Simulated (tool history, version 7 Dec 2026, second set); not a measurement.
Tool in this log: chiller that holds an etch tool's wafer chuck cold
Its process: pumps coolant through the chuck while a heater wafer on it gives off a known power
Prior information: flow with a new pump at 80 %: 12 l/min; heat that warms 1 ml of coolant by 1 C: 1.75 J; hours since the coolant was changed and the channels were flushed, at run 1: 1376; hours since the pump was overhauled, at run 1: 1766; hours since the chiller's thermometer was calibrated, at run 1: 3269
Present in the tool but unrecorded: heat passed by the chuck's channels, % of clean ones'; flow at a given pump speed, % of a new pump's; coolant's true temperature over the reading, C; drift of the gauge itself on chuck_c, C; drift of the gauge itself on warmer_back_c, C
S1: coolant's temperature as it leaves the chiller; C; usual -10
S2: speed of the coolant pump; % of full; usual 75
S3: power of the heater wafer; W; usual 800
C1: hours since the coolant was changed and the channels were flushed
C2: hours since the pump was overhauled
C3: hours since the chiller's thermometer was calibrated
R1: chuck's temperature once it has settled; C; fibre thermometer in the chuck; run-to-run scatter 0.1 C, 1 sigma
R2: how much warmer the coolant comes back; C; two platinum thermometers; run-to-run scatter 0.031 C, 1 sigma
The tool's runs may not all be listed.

Run 1, hour 0: usual settings; C1 1376; C2 1766; C3 3269. Result: R1 -1.2 C, R2 2.44 C.
Run 2, hour 86.8: usual settings; C1 1463; C2 1852; C3 3355. Result: R1 -1.2 C, R2 2.43 C.
Run 3, hour 215.4: usual settings but S2 61 % of full; C1 1592; C2 1981; C3 3484. Result: R1 0 C, R2 3.01 C.
Run 4, hour 285.7: usual settings but S2 61 % of full; C1 1662; C2 2051; C3 3554. Result: R1 -0.1 C, R2 3.06 C.
Run 5, hour 378.8: usual settings but S3 635 W; C1 1755; C2 2144; C3 3648. Result: R1 -3 C, R2 1.94 C.
Run 6, hour 479.8: usual settings but S3 635 W; C1 1856; C2 2245; C3 3749. Result: R1 -3.2 C, R2 2.01 C.
Run 7, hour 548.7: usual settings but S3 635 W; C1 1925; C2 2314; C3 3817. Result: R1 -3.1 C, R2 1.98 C.
Run 8, hour 661.1: usual settings but S3 635 W; C1 2038; C2 2427; C3 3930. Result: R1 -3.1 C, R2 1.94 C.
Run 9, hour 758.2: usual settings but S3 635 W; C1 2135; C2 2524; C3 4027. Result: R1 -2.9 C, R2 1.96 C.
Run 10, hour 851.3: usual settings but S3 635 W; C1 2228; C2 2617; C3 4120. Result: R1 -3.2 C, R2 1.92 C.
Run 11, hour 943.5: usual settings but S3 635 W; C1 2320; C2 2709; C3 4212. Result: R1 -3 C, R2 1.99 C.
Run 12, hour 1024.7: usual settings but S3 635 W; C1 2401; C2 2790; C3 4293. Result: R1 -3 C, R2 1.91 C.
Run 13, hour 1081.7: usual settings but S3 635 W; C1 2458; C2 2847; C3 4350. Result: R1 -3.1 C, R2 1.94 C.
At hour 1124.5: chiller's thermometer calibrated.
Run 14, hour 1195.7: usual settings but S1 -11 C, S3 635 W; C1 2571; C2 2960; C3 71. Result: R1 -4.2 C, R2 1.96 C.
Run 15, hour 1259.7: usual settings but S1 -4 C, S3 635 W; C1 2635; C2 3024; C3 135. Result: R1 2.7 C, R2 1.91 C.
Run 16, hour 1364.5: usual settings; C1 2740; C2 3129; C3 240. Result: R1 -1.2 C, R2 2.49 C.
Run 17, hour 1491.1: usual settings but S2 61 % of full; C1 2866; C2 3256; C3 367. Result: R1 0 C, R2 3.06 C.
Run 18, hour 1595.4: usual settings but S2 64 % of full; C1 2971; C2 3360; C3 471. Result: R1 -0.5 C, R2 2.91 C.
Run 19, hour 1658.4: usual settings but S2 61 % of full; C1 3034; C2 3423; C3 534. Result: R1 -0.2 C, R2 3.11 C.
Run 20, hour 1752.7: usual settings but S2 61 % of full; C1 3128; C2 3517; C3 628. Result: R1 0 C, R2 3.03 C.
Run 21, hour 1842.5: usual settings but S2 61 % of full; C1 3218; C2 3607; C3 718. Result: R1 -0.3 C, R2 3.08 C.
Run 22, hour 1953.1: usual settings but S1 -19 C, S2 67 % of full, S3 557 W; C1 3329; C2 3718; C3 829. Result: R1 -12.6 C, R2 1.9 C.
Run 23, hour 2004.8: usual settings but S1 -13 C, S2 90 % of full, S3 1003 W; C1 3380; C2 3769; C3 880. Result: R1 -3.2 C, R2 2.54 C.
Run 24, hour 2093.9: usual settings but S2 86 % of full, S3 468 W; C1 3469; C2 3858; C3 969. Result: R1 -5.3 C, R2 1.25 C.
Run 25, hour 2158.1: usual settings but S1 -9 C, S2 66 % of full; C1 3533; C2 3923; C3 1034. Result: R1 0.5 C, R2 2.81 C.
Run 26, hour 2229.6: usual settings but S1 -16 C, S2 66 % of full; C1 3605; C2 3994; C3 1105. Result: R1 -6.5 C, R2 2.81 C.
Run 27, hour 2345.4: usual settings but S1 -15 C, S2 97 % of full, S3 693 W; C1 3721; C2 4110; C3 1221. Result: R1 -8.4 C, R2 1.65 C.

Predict the results of run 28:
Run 28, hour 2452.9: usual settings but S1 -15 C, S2 97 % of full, S3 693 W; C1 3828; C2 4217; C3 1328. Result: R1 ?, R2 ?.

Logged for run 28: R1 -8.6 C, R2 1.59 C.
On a tool with no hidden condition, and with the same random variation, this run would have come out at R1 -8.6 C, R2 1.59 C.
